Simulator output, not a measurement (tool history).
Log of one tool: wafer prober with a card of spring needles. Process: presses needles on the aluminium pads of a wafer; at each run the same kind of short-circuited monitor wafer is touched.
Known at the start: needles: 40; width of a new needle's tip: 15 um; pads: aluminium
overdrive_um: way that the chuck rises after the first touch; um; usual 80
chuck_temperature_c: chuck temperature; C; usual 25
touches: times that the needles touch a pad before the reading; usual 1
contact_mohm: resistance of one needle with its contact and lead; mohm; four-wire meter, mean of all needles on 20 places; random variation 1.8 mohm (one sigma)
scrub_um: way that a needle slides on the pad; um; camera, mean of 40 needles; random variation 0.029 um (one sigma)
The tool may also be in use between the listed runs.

run   hour  overdrive_um  chuck_temperature_c  touches  contact_mohm  scrub_um
  1    0.0            80                   25        1           279     13.51
       9.8  -- tips cleaned on abrasive film
  2   24.9            80                   25        1           319     13.40
      39.3  -- tips cleaned on abrasive film
  3   43.3            80                   25        1           226     13.44
  4   64.4            80                   25        1           287     13.43
      69.1  -- tips cleaned on abrasive film
  5   97.9            70                   25        1           311     11.68
     100.3  -- tips cleaned on abrasive film
  6  123.8            80                   32        1           284     13.40
     129.8  -- tips cleaned on abrasive film
  7  149.3            80                   25        2           239     13.39

The next listed run, before its measurement:
     160.8  -- tips cleaned on abrasive film
  8  179.2            63                   97        1             ?         ?

Run 8 gave contact_mohm 318 mohm, scrub_um 10.49 um.
Without the tool's hidden state the same run would have given contact_mohm 216 mohm, scrub_um 10.92 um.
